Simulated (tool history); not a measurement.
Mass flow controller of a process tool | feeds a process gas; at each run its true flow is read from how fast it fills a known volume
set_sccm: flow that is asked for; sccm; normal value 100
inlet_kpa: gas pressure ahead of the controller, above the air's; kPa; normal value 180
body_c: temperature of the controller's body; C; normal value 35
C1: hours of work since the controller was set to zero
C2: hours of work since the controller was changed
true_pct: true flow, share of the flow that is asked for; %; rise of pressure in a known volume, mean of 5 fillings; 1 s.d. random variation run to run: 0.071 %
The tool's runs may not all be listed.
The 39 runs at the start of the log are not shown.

{"run": 40, "hour": 2288.7, "set_sccm": 155, "inlet_kpa": 233, "body_c": 38, "C1": 2922, "C2": 2922, "true_pct": 102.37}
{"run": 41, "hour": 2336.5, "set_sccm": 155, "inlet_kpa": 233, "body_c": 38, "C1": 2955, "C2": 2955, "true_pct": 102.52}
{"run": 42, "hour": 2414.3, "set_sccm": 155, "inlet_kpa": 233, "body_c": 38, "C1": 3009, "C2": 3009, "true_pct": 102.72}
{"run": 43, "hour": 2491.6, "set_sccm": 100, "inlet_kpa": 277, "body_c": 35, "C1": 3063, "C2": 3063, "true_pct": 101.91}
{"run": 44, "hour": 2548.8, "set_sccm": 30, "inlet_kpa": 152, "body_c": 24, "C1": 3103, "C2": 3103, "true_pct": 101.23}
{"run": 45, "hour": 2613.4, "set_sccm": 91, "inlet_kpa": 174, "body_c": 35, "C1": 3148, "C2": 3148, "true_pct": 103.15}
{"run": 46, "hour": 2665.7, "set_sccm": 139, "inlet_kpa": 174, "body_c": 35, "C1": 3184, "C2": 3184, "true_pct": 103.57}
{"run": 47, "hour": 2727.6, "set_sccm": 139, "inlet_kpa": 171, "body_c": 21, "C1": 3227, "C2": 3227, "true_pct": 102.19}
{"run": 48, "hour": 2762.4, "set_sccm": 139, "inlet_kpa": 171, "body_c": 21, "C1": 3251, "C2": 3251, "true_pct": 102.29}

Consider 3 possible next runs. They are alternatives, not a sequence: every one starts from the tool as it was left by run 48. What does each give?
{"run": "A", "hour": 2806.9, "set_sccm": 66, "inlet_kpa": 180, "body_c": 35, "C1": 3282, "C2": 3282, "true_pct": "?"}
{"run": "B", "hour": 2806.9, "set_sccm": 45, "inlet_kpa": 171, "body_c": 21, "C1": 3282, "C2": 3282, "true_pct": "?"}
{"run": "C", "hour": 2806.9, "set_sccm": 31, "inlet_kpa": 171, "body_c": 23, "C1": 3282, "C2": 3282, "true_pct": "?"}

run=A true_pct=103.39
run=B true_pct=101.86
run=C true_pct=101.83
Had the tool no hidden state, the same runs would have come out as:
run=A true_pct=100.28
run=B true_pct=98.8
run=C true_pct=98.77
